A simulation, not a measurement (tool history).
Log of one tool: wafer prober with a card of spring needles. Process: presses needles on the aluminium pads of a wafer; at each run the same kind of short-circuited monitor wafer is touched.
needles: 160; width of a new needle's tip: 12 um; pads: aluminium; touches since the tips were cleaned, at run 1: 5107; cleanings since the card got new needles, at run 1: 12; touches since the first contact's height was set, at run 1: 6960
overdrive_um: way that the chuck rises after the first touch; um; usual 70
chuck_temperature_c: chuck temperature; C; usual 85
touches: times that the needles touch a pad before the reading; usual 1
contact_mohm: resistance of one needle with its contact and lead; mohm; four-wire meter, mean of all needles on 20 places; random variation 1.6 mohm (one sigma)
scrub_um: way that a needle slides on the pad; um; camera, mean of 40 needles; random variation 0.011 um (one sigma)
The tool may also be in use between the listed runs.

| run | day | overdrive_um | chuck_temperature_c | touches | touches since the tips were cleaned | cleanings since the card got new needles | touches since the first contact's height was set | contact_mohm | scrub_um |
|---|---|---|---|---|---|---|---|---|---|
| 1 | 0.000 | 70 | 85 | 1 | 5107 | 12 | 6960 | 186 | 11.30 |
|  | 0.529 | tips cleaned on abrasive film |
|  | 2.067 | tips cleaned on abrasive film |
| 2 | 2.862 | 70 | 85 | 1 | 4121 | 14 | 21718 | 183 | 11.32 |
|  | 3.562 | tips cleaned on abrasive film |
|  | 5.154 | tips cleaned on abrasive film |
| 3 | 5.612 | 70 | 46 | 1 | 2370 | 16 | 35881 | 171 | 11.27 |
|  | 6.804 | tips cleaned on abrasive film |
| 4 | 7.454 | 70 | 85 | 2 | 3365 | 17 | 45392 | 173 | 11.31 |
|  | 8.317 | tips cleaned on abrasive film |
| 5 | 9.658 | 70 | 85 | 2 | 6951 | 18 | 56762 | 173 | 11.28 |
|  | 9.817 | tips cleaned on abrasive film |
|  | 11.367 | tips cleaned on abrasive film |
| 6 | 11.367 | 70 | 85 | 2 | 0 | 20 | 65546 | 154 | 11.26 |
|  | 12.950 | tips cleaned on abrasive film |
| 7 | 13.188 | 70 | 85 | 2 | 1237 | 21 | 74933 | 166 | 11.25 |
|  | 14.408 | tips cleaned on abrasive film |
| 8 | 14.946 | 70 | 85 | 2 | 2782 | 22 | 84003 | 174 | 11.22 |
|  | 15.850 | tips cleaned on abrasive film |
| 9 | 17.071 | 70 | 85 | 2 | 6310 | 23 | 94957 | 171 | 11.26 |
|  | 17.325 | tips cleaned on abrasive film |
|  | 18.371 | height of the first contact set anew |
|  | 18.917 | tips cleaned on abrasive film |
| 10 | 19.804 | 70 | 85 | 1 | 4585 | 25 | 7383 | 184 | 11.32 |
|  | 20.379 | tips cleaned on abrasive film |
|  | 22.042 | tips cleaned on abrasive film |
| 11 | 22.412 | 70 | 26 | 3 | 1899 | 27 | 20819 | 152 | 11.30 |
|  | 23.708 | tips cleaned on abrasive film |
| 12 | 25.112 | 70 | 26 | 3 | 7260 | 28 | 34763 | 157 | 11.30 |
|  | 25.321 | tips cleaned on abrasive film |
|  | 26.912 | tips cleaned on abrasive film |
| 13 | 27.254 | 67 | 67 | 1 | 1780 | 30 | 45798 | 178 | 10.80 |
|  | 28.429 | tips cleaned on abrasive film |
|  | 30.096 | tips cleaned on abrasive film |
| 14 | 30.108 | 67 | 67 | 1 | 54 | 32 | 60491 | 160 | 10.79 |
|  | 31.558 | tips cleaned on abrasive film |
| 15 | 31.558 | 67 | 67 | 1 | 0 | 33 | 67973 | 154 | 10.77 |
|  | 33.146 | tips cleaned on abrasive film |
| 16 | 33.842 | 69 | 67 | 1 | 3602 | 34 | 79751 | 185 | 11.10 |
|  | 34.717 | tips cleaned on abrasive film |
| 17 | 35.442 | 66 | 102 | 1 | 3746 | 35 | 88007 | 194 | 10.62 |
|  | 36.208 | tips cleaned on abrasive film |
| 18 | 37.517 | 60 | 85 | 1 | 6779 | 36 | 98715 | 202 | 9.63 |
|  | 37.712 | tips cleaned on abrasive film |
|  | 38.221 | height of the first contact set anew |
|  | 39.246 | tips cleaned on abrasive film |
| 19 | 40.108 | 60 | 85 | 1 | 4447 | 38 | 9724 | 198 | 9.70 |
|  | 40.733 | tips cleaned on abrasive film |
| 20 | 41.554 | 60 | 85 | 1 | 4244 | 39 | 17196 | 200 | 9.69 |

4 ways to go on from here, each from the tool as it stands after run 20. What would each give?
|  | 42.425 | tips cleaned on abrasive film |
| A | 42.925 | 83 | 106 | 1 | 2580 | 40 | 24244 | ? | ? |
|  | 42.425 | tips cleaned on abrasive film |
| B | 42.925 | 70 | 25 | 2 | 2580 | 40 | 24244 | ? | ? |
|  | 42.425 | tips cleaned on abrasive film |
| C | 42.925 | 62 | 85 | 1 | 2580 | 40 | 24244 | ? | ? |
|  | 42.425 | tips cleaned on abrasive film |
| D | 42.925 | 84 | 85 | 1 | 2580 | 40 | 24244 | ? | ? |

| run | contact_mohm | scrub_um |
|---|---|---|
| A | 180 | 13.41 |
| B | 162 | 11.33 |
| C | 193 | 10.02 |
| D | 172 | 13.56 |
Without the tool's hidden state the same runs would have given:
| run | contact_mohm | scrub_um |
|---|---|---|
| A | 157 | 13.43 |
| B | 142 | 11.36 |
| C | 155 | 10.05 |
| D | 149 | 13.59 |
